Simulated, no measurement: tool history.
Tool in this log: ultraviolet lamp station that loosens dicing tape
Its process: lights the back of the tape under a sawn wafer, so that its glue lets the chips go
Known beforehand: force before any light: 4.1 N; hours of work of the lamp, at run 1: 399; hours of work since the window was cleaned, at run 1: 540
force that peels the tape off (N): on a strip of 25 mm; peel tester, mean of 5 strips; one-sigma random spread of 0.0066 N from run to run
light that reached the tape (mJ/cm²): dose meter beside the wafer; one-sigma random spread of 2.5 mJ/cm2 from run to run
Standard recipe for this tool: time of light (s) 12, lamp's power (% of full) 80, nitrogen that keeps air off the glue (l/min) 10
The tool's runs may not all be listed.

run	hour	time of light (s)	lamp's power (% of full)	nitrogen that keeps air off the glue (l/min)	hours of work of the lamp	hours of work since the window was cleaned	force that peels the tape off (N)	light that reached the tape (mJ/cm²)
1	0.0	12	80	10	399	540	0.324	257
2	27.6	12	80	10	419	561	0.312	254
# hour 46.3: window cleaned of glue's vapour
3	71.5	12	80	10	452	19	0.373	240
4	119.5	12	80	10	488	55	0.400	234
5	146.2	12	80	4	508	75	0.643	229
6	184.0	12	80	4	537	104	0.682	230
7	242.0	13	80	10	581	148	0.354	246
8	286.1	13	80	10	614	181	0.358	240
# hour 300.8: window cleaned of glue's vapour, once more
9	318.1	13	80	10	638	13	0.225	305
10	360.9	22	80	10	670	45	0.094	503
11	404.7	22	80	10	703	78	0.096	501
12	460.7	12	78	10	745	121	0.301	262
13	510.0	22	66	8	782	158	0.141	406
14	549.4	22	66	8	812	187	0.141	399
15	603.6	8	80	6	853	228	0.888	173
16	640.9	8	80	6	881	256	0.869	173
17	681.2	23	80	9	911	287	0.108	494
18	725.7	9	92	4	945	320	0.713	219
19	750.2	10	72	4	963	339	0.928	190

Expected results for the next run?
20	797.5	20	82	9	999	374	?	?

force that peels the tape off (N): 0.122
light that reached the tape (mJ/cm²): 425
Without the tool's hidden state the same run would have given force that peels the tape off (N) 0.093, light that reached the tape (mJ/cm²) 529.

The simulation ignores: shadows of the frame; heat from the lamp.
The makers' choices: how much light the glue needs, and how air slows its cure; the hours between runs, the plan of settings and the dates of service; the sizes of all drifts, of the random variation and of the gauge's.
